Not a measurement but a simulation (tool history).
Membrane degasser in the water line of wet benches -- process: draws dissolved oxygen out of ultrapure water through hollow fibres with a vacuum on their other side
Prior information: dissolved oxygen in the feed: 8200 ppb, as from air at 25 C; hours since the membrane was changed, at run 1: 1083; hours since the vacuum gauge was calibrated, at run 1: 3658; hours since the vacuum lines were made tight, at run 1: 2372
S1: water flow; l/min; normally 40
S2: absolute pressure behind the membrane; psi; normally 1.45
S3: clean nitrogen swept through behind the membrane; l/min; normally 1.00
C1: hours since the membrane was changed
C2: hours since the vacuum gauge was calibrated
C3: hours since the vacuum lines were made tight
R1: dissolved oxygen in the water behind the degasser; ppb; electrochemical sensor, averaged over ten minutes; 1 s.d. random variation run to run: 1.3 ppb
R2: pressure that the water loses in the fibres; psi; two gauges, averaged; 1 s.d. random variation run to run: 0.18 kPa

run 1 day=0.000 | S1=40 S2=1.45 S3=1.00 | C1=1083 C2=3658 C3=2372 | R1=531.4 R2=5.230
run 2 day=2.121 | S1=40 S2=1.45 S3=1.00 | C1=1134 C2=3708 C3=2423 | R1=535.1 R2=5.255
run 3 day=3.883 | S1=40 S2=1.45 S3=1.00 | C1=1176 C2=3751 C3=2465 | R1=531.9 R2=5.221
run 4 day=6.046 | S1=40 S2=1.45 S3=1.00 | C1=1228 C2=3803 C3=2517 | R1=532.5 R2=5.258
run 5 day=8.254 | S1=40 S2=1.45 S3=1.00 | C1=1281 C2=3856 C3=2570 | R1=532.1 R2=5.258
run 6 day=9.454 | S1=40 S2=1.45 S3=1.00 | C1=1310 C2=3884 C3=2598 | R1=534.7 R2=5.233
run 7 day=11.025 | S1=40 S2=1.45 S3=1.00 | C1=1347 C2=3922 C3=2636 | R1=535.4 R2=5.240
run 8 day=13.112 | S1=40 S2=1.45 S3=1.00 | C1=1398 C2=3972 C3=2686 | R1=530.2 R2=5.290
run 9 day=14.517 | S1=40 S2=1.45 S3=0.99 | C1=1431 C2=4006 C3=2720 | R1=535.0 R2=5.295
run 10 day=15.550 | S1=40 S2=1.45 S3=1.00 | C1=1456 C2=4031 C3=2745 | R1=530.5 R2=5.292
run 11 day=17.679 | S1=40 S2=1.45 S3=1.00 | C1=1507 C2=4082 C3=2796 | R1=530.8 R2=5.317
run 12 day=19.633 | S1=40 S2=2.64 S3=1.00 | C1=1554 C2=4129 C3=2843 | R1=1086.9 R2=5.305
run 13 day=20.896 | S1=51 S2=1.45 S3=1.00 | C1=1584 C2=4159 C3=2873 | R1=660.6 R2=6.823
run 14 day=22.358 | S1=51 S2=1.45 S3=1.00 | C1=1620 C2=4194 C3=2908 | R1=660.1 R2=6.799
run 15 day=23.796 | S1=51 S2=1.45 S3=1.00 | C1=1654 C2=4229 C3=2943 | R1=659.1 R2=6.737
run 16 day=25.208 | S1=40 S2=1.45 S3=0.75 | C1=1688 C2=4263 C3=2977 | R1=654.2 R2=5.323
-- day=25.600 vacuum gauge calibrated
run 17 day=26.821 | S1=40 S2=1.60 S3=2.45 | C1=1726 C2=29 C3=3015 | R1=297.3 R2=5.333
run 18 day=28.817 | S1=29 S2=2.23 S3=2.45 | C1=1774 C2=77 C3=3063 | R1=329.4 R2=3.883
run 19 day=30.008 | S1=29 S2=1.13 S3=2.41 | C1=1803 C2=106 C3=3091 | R1=131.2 R2=3.900
-- day=30.138 gauge calibrated
run 20 day=31.754 | S1=40 S2=1.87 S3=2.26 | C1=1845 C2=148 C3=3133 | R1=387.1 R2=5.221
run 21 day=32.871 | S1=40 S2=1.87 S3=2.26 | C1=1871 C2=175 C3=3160 | R1=386.8 R2=5.191
run 22 day=34.867 | S1=64 S2=1.67 S3=0.48 | C1=1919 C2=222 C3=3208 | R1=1436.2 R2=8.377
run 23 day=36.950 | S1=64 S2=1.67 S3=0.48 | C1=1969 C2=272 C3=3258 | R1=1436.7 R2=8.418
run 24 day=38.358 | S1=32 S2=2.65 S3=1.54 | C1=2003 C2=306 C3=3292 | R1=655.7 R2=4.226
run 25 day=40.279 | S1=58 S2=1.97 S3=0.72 | C1=2049 C2=352 C3=3338 | R1=1306.6 R2=7.619
run 26 day=42.492 | S1=58 S2=1.97 S3=0.72 | C1=2102 C2=405 C3=3391 | R1=1304.8 R2=7.639
run 27 day=44.204 | S1=58 S2=1.97 S3=0.72 | C1=2143 C2=446 C3=3432 | R1=1298.8 R2=7.620

For run 28, what comes out?
run 28 day=46.425 | S1=58 S2=2.12 S3=2.86 | C1=2197 C2=500 C3=3485 | R1=? R2=?

R1: 555.0 ppb
R2: 7.645 psi
Were there no unlogged condition in the tool, this run, its random variation unchanged, would have produced R1 554.9 ppb, R2 7.529 psi.

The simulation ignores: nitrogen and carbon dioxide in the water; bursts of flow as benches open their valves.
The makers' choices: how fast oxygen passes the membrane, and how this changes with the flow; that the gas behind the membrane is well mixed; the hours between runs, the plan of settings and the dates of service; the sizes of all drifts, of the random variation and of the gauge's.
